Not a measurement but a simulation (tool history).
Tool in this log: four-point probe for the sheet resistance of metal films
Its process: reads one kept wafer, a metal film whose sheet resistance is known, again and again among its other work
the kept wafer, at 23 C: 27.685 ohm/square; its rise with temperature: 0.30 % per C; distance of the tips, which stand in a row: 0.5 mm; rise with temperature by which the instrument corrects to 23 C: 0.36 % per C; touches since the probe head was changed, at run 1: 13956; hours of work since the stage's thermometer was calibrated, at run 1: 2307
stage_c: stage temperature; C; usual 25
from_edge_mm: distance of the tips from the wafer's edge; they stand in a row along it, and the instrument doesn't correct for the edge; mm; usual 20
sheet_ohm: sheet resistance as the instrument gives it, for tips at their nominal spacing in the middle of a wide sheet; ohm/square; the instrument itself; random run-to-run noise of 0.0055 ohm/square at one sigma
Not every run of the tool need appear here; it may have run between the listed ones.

run,hour,stage_c,from_edge_mm,touches since the probe head was changed,hours of work since the stage's thermometer was calibrated,sheet_ohm
1,0.0,25,20,13956,2307,27.599523
# hour 24.6: stage's thermometer calibrated
2,30.4,25,35,14318,3,27.573849
3,49.7,25,20,14551,12,27.573662
4,73.7,25,20,14841,23,27.574522
5,101.2,25,20,15174,36,27.573661
6,130.2,25,20,15524,49,27.580078
7,160.3,20,20,15888,64,27.664203
8,176.1,20,20,16079,71,27.672742
9,190.7,20,20,16256,78,27.663007
10,207.8,20,20,16462,86,27.667404
11,232.8,20,20,16765,98,27.664637
12,259.8,20,21,17092,110,27.674790
13,288.5,20,21,17438,124,27.668586
14,316.7,20,21,17778,137,27.667441
15,339.7,20,21,18057,148,27.665165
16,361.7,25,20,18323,158,27.577926
17,384.8,25,20,18603,169,27.580348
18,416.1,25,20,18981,184,27.578535
19,447.1,25,20,19355,198,27.589576
20,465.7,28,20,19581,207,27.529637
21,479.9,28,70,19753,213,27.523679
22,509.0,25,20,20104,227,27.569628
23,524.8,25,20,20295,234,27.585007
24,545.3,31,25,20543,244,27.475270
25,565.8,30,9,20791,254,27.525483
26,593.7,30,9,21128,267,27.542968
27,608.2,20,26,21303,274,27.667485
28,629.5,28,16,21560,284,27.539092
29,661.1,34,30,21943,298,27.425881
30,681.1,35,4,22184,308,27.625129
31,709.4,18,10,22526,321,27.751326
32,723.2,22,13,22694,327,27.656557
33,750.2,35,9,23020,340,27.448990
34,781.7,27,9,23400,355,27.597562
35,801.7,25,3,23643,364,27.998237
36,832.3,21,5,24013,379,27.799157
37,850.8,25,54,24236,387,27.579632
38,877.3,25,54,24556,400,27.588877
39,906.2,25,54,24906,413,27.582471
40,928.3,23,5,25173,424,27.770110
41,949.5,19,3,25430,434,28.104083
42,980.1,24,6,25800,448,27.717242
43,1010.6,32,41,26168,462,27.460609
44,1037.8,25,11,26497,475,27.610449

Each row is a separate what-if for the run after 44, all from the same tool condition, not one after another. Results?
A,1064.3,19,39,26818,487,?
B,1064.3,20,23,26818,487,?
C,1064.3,22,20,26818,487,?
D,1064.3,30,11,26818,487,?

run,sheet_ohm
A,27.702930
B,27.686161
C,27.646283
D,27.523848
Take away the tool's hidden state, keep each run's random variation, and the runs would have read:
run,sheet_ohm
A,27.763935
B,27.747156
C,27.707243
D,27.584743

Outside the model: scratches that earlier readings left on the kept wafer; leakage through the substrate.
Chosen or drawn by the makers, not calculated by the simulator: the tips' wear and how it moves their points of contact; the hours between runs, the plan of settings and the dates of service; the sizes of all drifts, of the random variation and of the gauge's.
